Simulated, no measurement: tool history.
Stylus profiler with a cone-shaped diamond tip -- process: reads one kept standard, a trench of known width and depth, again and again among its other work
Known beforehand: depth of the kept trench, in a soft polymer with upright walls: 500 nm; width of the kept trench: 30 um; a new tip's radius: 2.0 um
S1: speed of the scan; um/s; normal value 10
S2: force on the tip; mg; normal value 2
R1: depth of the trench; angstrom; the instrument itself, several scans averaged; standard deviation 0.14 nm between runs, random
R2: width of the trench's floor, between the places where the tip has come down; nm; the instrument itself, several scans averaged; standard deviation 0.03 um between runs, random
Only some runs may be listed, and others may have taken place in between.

run 1 hour=0 | S1=10 S2=2 | R1=5025.6 R2=27080
run 2 hour=40.6 | S1=10 S2=1.26 | R1=5015.8 R2=27070
run 3 hour=94.3 | S1=10 S2=1.26 | R1=5013.9 R2=27090
run 4 hour=141.3 | S1=10 S2=1.26 | R1=5016.4 R2=27030
run 5 hour=181.5 | S1=10 S2=1.26 | R1=5015.1 R2=27050
run 6 hour=210 | S1=10 S2=4.13 | R1=5047.2 R2=27100
run 7 hour=250.4 | S1=10 S2=4.13 | R1=5047.6 R2=27090
run 8 hour=276 | S1=17 S2=4.13 | R1=5050.6 R2=27080
run 9 hour=305 | S1=10 S2=2.7 | R1=5031.2 R2=27050
run 10 hour=344.2 | S1=10 S2=2.7 | R1=5033 R2=27090
run 11 hour=379.1 | S1=10 S2=2.7 | R1=5034.1 R2=27080
run 12 hour=438.5 | S1=10 S2=2.7 | R1=5032.8 R2=27040
run 13 hour=482.9 | S1=10 S2=2.7 | R1=5033.2 R2=27070
run 14 hour=515.1 | S1=10 S2=2.7 | R1=5033.5 R2=26950
run 15 hour=553.5 | S1=10 S2=2 | R1=5022.6 R2=27040
run 16 hour=587 | S1=10 S2=2 | R1=5022.5 R2=26990
run 17 hour=642.4 | S1=10 S2=2 | R1=5021.1 R2=26980
run 18 hour=678.8 | S1=10 S2=2 | R1=5022.9 R2=27050
run 19 hour=708.5 | S1=10 S2=2 | R1=5022.5 R2=27020
run 20 hour=747.5 | S1=10 S2=2 | R1=5023.9 R2=27030
run 21 hour=809.2 | S1=10 S2=2 | R1=5019.3 R2=27010
run 22 hour=844.9 | S1=10 S2=2 | R1=5022.5 R2=27000
run 23 hour=876 | S1=10 S2=2 | R1=5022.8 R2=27030
-- hour=879.9 height scale calibrated on a step standard
run 24 hour=920.5 | S1=15 S2=2 | R1=5015.6 R2=26990
run 25 hour=963.2 | S1=5 S2=2.94 | R1=5027.4 R2=27020
run 26 hour=994 | S1=9 S2=2.73 | R1=5023.7 R2=27000
run 27 hour=1029.4 | S1=29 S2=2 | R1=5014 R2=26900
run 28 hour=1070.1 | S1=21 S2=3.42 | R1=5031.1 R2=26940
run 29 hour=1110 | S1=3 S2=1.38 | R1=5009.5 R2=27070
run 30 hour=1163 | S1=3 S2=2.52 | R1=5018.2 R2=26980
run 31 hour=1203.1 | S1=10 S2=0.96 | R1=4999.6 R2=26930
run 32 hour=1244.8 | S1=28 S2=3.12 | R1=5027.1 R2=26900
-- hour=1250.9 height scale calibrated on a step standard, once more
run 33 hour=1296 | S1=10 S2=1.28 | R1=5028.5 R2=26940
run 34 hour=1329 | S1=29 S2=1.28 | R1=5029.7 R2=26820
run 35 hour=1386.5 | S1=33 S2=1.68 | R1=5031.3 R2=26800
run 36 hour=1444.2 | S1=13 S2=5.2 | R1=5066.6 R2=27010
run 37 hour=1499.9 | S1=25 S2=5.2 | R1=5066.1 R2=26930
run 38 hour=1544.7 | S1=25 S2=5.2 | R1=5067.6 R2=26930
run 39 hour=1602.1 | S1=5 S2=2 | R1=5035.7 R2=26990
run 40 hour=1655.3 | S1=12 S2=5.06 | R1=5066.6 R2=26910
run 41 hour=1681.7 | S1=12 S2=5.06 | R1=5064.5 R2=26960
run 42 hour=1710.2 | S1=17 S2=1.11 | R1=5021 R2=26800
run 43 hour=1765.4 | S1=39 S2=1.49 | R1=5025.8 R2=26650
run 44 hour=1827.2 | S1=6 S2=2.2 | R1=5034 R2=26920
run 45 hour=1881.1 | S1=6 S2=2.2 | R1=5036.8 R2=26930
run 46 hour=1916.5 | S1=4 S2=4.74 | R1=5059 R2=26930

Consider 4 possible next runs. They are alternatives, not a sequence: every one starts from the tool as it was left by run 46. What does each give?
run A hour=1969.2 | S1=35 S2=4.14 | R1=? R2=?
run B hour=1969.2 | S1=3 S2=0.98 | R1=? R2=?
run C hour=1969.2 | S1=28 S2=4.74 | R1=? R2=?
run D hour=1969.2 | S1=17 S2=3.5 | R1=? R2=?

run=A R1=5052.6 R2=26770
run=B R1=5018.4 R2=26910
run=C R1=5060.3 R2=26850
run=D R1=5048.9 R2=26880
Take away the tool's hidden state, keep each run's random variation, and the runs would have read:
run=A R1=5056.9 R2=27160
run=B R1=5022.6 R2=27290
run=C R1=5064.5 R2=27240
run=D R1=5053.1 R2=27260
